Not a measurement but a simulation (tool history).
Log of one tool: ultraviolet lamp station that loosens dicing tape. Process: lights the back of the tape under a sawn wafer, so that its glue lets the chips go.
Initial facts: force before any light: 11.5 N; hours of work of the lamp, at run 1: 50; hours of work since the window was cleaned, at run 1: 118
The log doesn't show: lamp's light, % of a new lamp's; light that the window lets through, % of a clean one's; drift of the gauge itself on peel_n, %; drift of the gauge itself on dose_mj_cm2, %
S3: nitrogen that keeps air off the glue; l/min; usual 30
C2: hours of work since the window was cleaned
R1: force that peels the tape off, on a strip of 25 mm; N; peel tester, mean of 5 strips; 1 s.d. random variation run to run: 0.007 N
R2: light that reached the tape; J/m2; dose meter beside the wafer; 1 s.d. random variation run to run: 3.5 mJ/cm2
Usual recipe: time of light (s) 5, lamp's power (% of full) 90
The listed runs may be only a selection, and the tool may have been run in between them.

run 1 hour=0.0 | time_of_light_(s)=5 lamp's_power_(%_of_full)=90 S3=30 | hours_of_work_of_the_lamp=50 C2=118 | R1=0.237 R2=5740
run 2 hour=9.1 | time_of_light_(s)=5 lamp's_power_(%_of_full)=90 S3=30 | hours_of_work_of_the_lamp=57 C2=125 | R1=0.239 R2=5720
run 3 hour=24.4 | time_of_light_(s)=5 lamp's_power_(%_of_full)=84 S3=30 | hours_of_work_of_the_lamp=68 C2=136 | R1=0.281 R2=5360
run 4 hour=32.2 | time_of_light_(s)=5 lamp's_power_(%_of_full)=74 S3=30 | hours_of_work_of_the_lamp=74 C2=142 | R1=0.373 R2=4680
run 5 hour=47.7 | time_of_light_(s)=5 lamp's_power_(%_of_full)=90 S3=30 | hours_of_work_of_the_lamp=86 C2=154 | R1=0.236 R2=5730
run 6 hour=65.6 | time_of_light_(s)=5 lamp's_power_(%_of_full)=90 S3=30 | hours_of_work_of_the_lamp=99 C2=167 | R1=0.242 R2=5710
run 7 hour=78.2 | time_of_light_(s)=5 lamp's_power_(%_of_full)=90 S3=30 | hours_of_work_of_the_lamp=109 C2=176 | R1=0.254 R2=5690
run 8 hour=93.8 | time_of_light_(s)=5 lamp's_power_(%_of_full)=90 S3=30 | hours_of_work_of_the_lamp=120 C2=188 | R1=0.264 R2=5730
run 9 hour=104.3 | time_of_light_(s)=5 lamp's_power_(%_of_full)=67 S3=30 | hours_of_work_of_the_lamp=128 C2=196 | R1=0.466 R2=4250
run 10 hour=120.0 | time_of_light_(s)=5 lamp's_power_(%_of_full)=67 S3=30 | hours_of_work_of_the_lamp=140 C2=208 | R1=0.483 R2=4230
run 11 hour=132.2 | time_of_light_(s)=5 lamp's_power_(%_of_full)=67 S3=30 | hours_of_work_of_the_lamp=149 C2=217 | R1=0.480 R2=4270
run 12 hour=146.7 | time_of_light_(s)=5 lamp's_power_(%_of_full)=98 S3=30 | hours_of_work_of_the_lamp=160 C2=228 | R1=0.201 R2=6280
-- hour=150.3 window cleaned of glue's vapour
run 13 hour=164.3 | time_of_light_(s)=5 lamp's_power_(%_of_full)=98 S3=30 | hours_of_work_of_the_lamp=173 C2=10 | R1=0.213 R2=6210
run 14 hour=179.2 | time_of_light_(s)=5 lamp's_power_(%_of_full)=98 S3=30 | hours_of_work_of_the_lamp=184 C2=22 | R1=0.220 R2=6230
run 15 hour=191.0 | time_of_light_(s)=5 lamp's_power_(%_of_full)=98 S3=30 | hours_of_work_of_the_lamp=193 C2=30 | R1=0.206 R2=6290
run 16 hour=201.2 | time_of_light_(s)=5 lamp's_power_(%_of_full)=98 S3=30 | hours_of_work_of_the_lamp=200 C2=38 | R1=0.212 R2=6290
run 17 hour=216.6 | time_of_light_(s)=5 lamp's_power_(%_of_full)=98 S3=30 | hours_of_work_of_the_lamp=212 C2=50 | R1=0.219 R2=6240
run 18 hour=230.7 | time_of_light_(s)=5 lamp's_power_(%_of_full)=98 S3=30 | hours_of_work_of_the_lamp=222 C2=60 | R1=0.206 R2=6230
run 19 hour=238.3 | time_of_light_(s)=4 lamp's_power_(%_of_full)=85 S3=27 | hours_of_work_of_the_lamp=228 C2=66 | R1=0.501 R2=4330
run 20 hour=248.8 | time_of_light_(s)=4 lamp's_power_(%_of_full)=85 S3=27 | hours_of_work_of_the_lamp=236 C2=74 | R1=0.500 R2=4380
run 21 hour=263.4 | time_of_light_(s)=5 lamp's_power_(%_of_full)=85 S3=36 | hours_of_work_of_the_lamp=247 C2=85 | R1=0.241 R2=5410
run 22 hour=271.8 | time_of_light_(s)=5 lamp's_power_(%_of_full)=85 S3=36 | hours_of_work_of_the_lamp=253 C2=91 | R1=0.237 R2=5380
run 23 hour=284.4 | time_of_light_(s)=5 lamp's_power_(%_of_full)=85 S3=36 | hours_of_work_of_the_lamp=262 C2=100 | R1=0.239 R2=5440
run 24 hour=298.3 | time_of_light_(s)=5 lamp's_power_(%_of_full)=85 S3=36 | hours_of_work_of_the_lamp=273 C2=111 | R1=0.236 R2=5390
run 25 hour=306.2 | time_of_light_(s)=3 lamp's_power_(%_of_full)=71 S3=36 | hours_of_work_of_the_lamp=279 C2=117 | R1=1.143 R2=2700
run 26 hour=320.0 | time_of_light_(s)=7 lamp's_power_(%_of_full)=90 S3=12 | hours_of_work_of_the_lamp=289 C2=127 | R1=0.277 R2=8020
run 27 hour=330.9 | time_of_light_(s)=7 lamp's_power_(%_of_full)=90 S3=12 | hours_of_work_of_the_lamp=297 C2=135 | R1=0.282 R2=8060

Branching from run 27: 3 alternative next runs. What would each branch give?
run A hour=341.7 | time_of_light_(s)=5 lamp's_power_(%_of_full)=90 S3=54 | hours_of_work_of_the_lamp=305 C2=143 | R1=? R2=?
run B hour=341.7 | time_of_light_(s)=9 lamp's_power_(%_of_full)=66 S3=46 | hours_of_work_of_the_lamp=305 C2=143 | R1=? R2=?
run C hour=341.7 | time_of_light_(s)=7 lamp's_power_(%_of_full)=87 S3=12 | hours_of_work_of_the_lamp=305 C2=143 | R1=? R2=?

run=A R1=0.174 R2=5640
run=B R1=0.163 R2=7490
run=C R1=0.283 R2=7700
What these runs would have given with no unlogged condition in the tool:
run=A R1=0.174 R2=5650
run=B R1=0.163 R2=7510
run=C R1=0.282 R2=7720
